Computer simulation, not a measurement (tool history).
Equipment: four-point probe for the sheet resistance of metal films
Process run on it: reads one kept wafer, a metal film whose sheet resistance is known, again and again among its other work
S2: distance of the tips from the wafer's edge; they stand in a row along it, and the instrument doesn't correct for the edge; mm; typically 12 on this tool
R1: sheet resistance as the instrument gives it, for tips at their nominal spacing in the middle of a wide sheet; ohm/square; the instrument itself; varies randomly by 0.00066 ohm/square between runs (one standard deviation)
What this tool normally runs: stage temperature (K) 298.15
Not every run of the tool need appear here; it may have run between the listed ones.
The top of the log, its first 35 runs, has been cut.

Run 36, hour 847.0: usual settings but S2 6 mm. Result: R1 3.299025 ohm/square.
Run 37, hour 861.8: usual settings but stage temperature (K) 305.15, S2 9 mm. Result: R1 3.289089 ohm/square.
Run 38, hour 876.4: usual settings but stage temperature (K) 293.15, S2 7 mm. Result: R1 3.294674 ohm/square.
Run 39, hour 902.1: usual settings but stage temperature (K) 304.15, S2 8 mm. Result: R1 3.291197 ohm/square.
Run 40, hour 935.7: usual settings but stage temperature (K) 301.15, S2 10 mm. Result: R1 3.287742 ohm/square.
Run 41, hour 952.1: usual settings but stage temperature (K) 303.15. Result: R1 3.285270 ohm/square.
Run 42, hour 973.5: usual settings but stage temperature (K) 303.15. Result: R1 3.285877 ohm/square.
Run 43, hour 994.9: usual settings but stage temperature (K) 292.15, S2 13 mm. Result: R1 3.283653 ohm/square.
Run 44, hour 1015.5: usual settings but stage temperature (K) 295.15, S2 13 mm. Result: R1 3.284302 ohm/square.

Branching from run 44: 3 alternative next runs. What would each branch give?
Run A, hour 1033.2: usual settings but stage temperature (K) 305.15. Result: R1 ?.
Run B, hour 1033.2: usual settings but stage temperature (K) 294.15, S2 26 mm. Result: R1 ?.
Run C, hour 1033.2: usual settings but stage temperature (K) 295.15, S2 22 mm. Result: R1 ?.

run        R1
  A  3.284934
  B  3.280197
  C  3.280729
Take away the tool's hidden state, keep each run's random variation, and the runs would have read:
run        R1
  A  3.284709
  B  3.279965
  C  3.280497

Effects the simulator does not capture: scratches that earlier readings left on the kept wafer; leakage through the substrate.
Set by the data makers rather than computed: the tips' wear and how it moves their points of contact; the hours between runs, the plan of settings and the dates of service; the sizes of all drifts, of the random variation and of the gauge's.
